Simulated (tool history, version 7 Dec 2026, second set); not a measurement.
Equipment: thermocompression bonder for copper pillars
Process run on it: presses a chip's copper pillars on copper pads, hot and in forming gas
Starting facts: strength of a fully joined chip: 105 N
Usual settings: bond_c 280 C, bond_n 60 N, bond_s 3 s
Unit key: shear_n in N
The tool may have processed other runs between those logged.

run	hour	bond_c	bond_n	bond_s	shear_n
1	0.0	280	60	3	43.9
2	33.7	280	60	3	44.3
3	78.3	280	60	3	43.1
4	137.4	280	60	6	55.3
5	188.5	280	60	3	43.4
6	219.8	280	60	3	42.2
7	259.0	280	60	3	49.0
8	325.9	307	60	3	64.3
9	393.0	307	60	3	63.0
10	464.1	288	69	6	68.0
11	513.9	288	69	6	66.9
12	563.5	290	60	3	51.6
13	599.8	280	77	2	45.7
14	662.0	301	60	3	51.3
15	722.0	271	60	2	30.3
16	754.4	271	60	2	30.0
17	824.6	280	45	3	32.1
18	859.2	280	45	3	36.9

Taken out of this log: 3 entries between the listed runs. Where each belongs, and how the hidden state differs across it:
Run 6 -> run 7: forming gas filter changed (hour 239.8)
  true temperature of the bond over the reading, C: 6.3 -> 6.6; force that reaches the chip, % of what is set: 94.2 -> 94; oxide that the forming gas leaves, % of the face: 11.93 -> 0.89
  difference, measured minus the result without the unlogged condition, shear_n: -3.4 -> +2.0 N
Run 13 -> run 14: heater calibrated with a thermocouple chip (hour 605.2)
  true temperature of the bond over the reading, C: 8.6 -> -0.2; force that reaches the chip, % of what is set: 93.1 -> 92.9; oxide that the forming gas leaves, % of the face: 7.33 -> 8.48
  difference, measured minus the result without the unlogged condition, shear_n: -0.2 -> -6.9 N
Run 17 -> run 18: forming gas filter changed (hour 855.6)
  true temperature of the bond over the reading, C: 0.8 -> 1; force that reaches the chip, % of what is set: 92.5 -> 92.4; oxide that the forming gas leaves, % of the face: 11.57 -> 0.72
  difference, measured minus the result without the unlogged condition, shear_n: -5.6 -> -1.5 N
